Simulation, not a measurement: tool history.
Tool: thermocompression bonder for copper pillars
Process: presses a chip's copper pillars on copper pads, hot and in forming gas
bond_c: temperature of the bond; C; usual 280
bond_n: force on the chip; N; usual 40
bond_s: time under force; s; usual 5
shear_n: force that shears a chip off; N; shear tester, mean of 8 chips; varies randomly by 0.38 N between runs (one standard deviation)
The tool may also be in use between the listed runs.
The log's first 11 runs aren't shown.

run,day,bond_c,bond_n,bond_s,shear_n
12,3.488,280,40,5,81.8
13,3.754,280,40,5,81.1
14,3.979,280,32,5,66.1
15,4.258,280,29,5,60
16,4.654,280,29,5,60.4
17,5,290,33,5,77.6
18,5.454,290,30,5,70.5
19,5.775,304,60,4,124.8
20,6.096,271,24,7,49.7
21,6.417,256,30,4,40.1
22,6.604,296,26,4,61
# day 6.804: gauge calibrated
23,6.9,296,26,4,59.3
24,7.221,297,28,5,70.6
25,7.633,297,28,5,70.5
26,8,256,24,5,33.5
27,8.308,256,24,5,33.6
28,8.704,256,24,5,33.8
29,8.925,256,24,5,33.7
30,9.229,256,24,5,33.6
31,9.417,307,24,3,56.7
32,9.867,280,38,5,78.9

Consider 4 possible next runs. They are alternatives, not a sequence: every one starts from the tool as it was left by run 32. What does each give?
A,10.054,303,24,13,?
B,10.054,280,28,5,?
C,10.054,273,38,12,?
D,10.054,254,35,5,?

run,shear_n
A,89.8
B,57.2
C,94.6
D,50
The same runs, with their run-to-run variation unchanged, on a tool lacking any hidden condition would have given:
run,shear_n
A,88.7
B,56.5
C,93.4
D,49.3

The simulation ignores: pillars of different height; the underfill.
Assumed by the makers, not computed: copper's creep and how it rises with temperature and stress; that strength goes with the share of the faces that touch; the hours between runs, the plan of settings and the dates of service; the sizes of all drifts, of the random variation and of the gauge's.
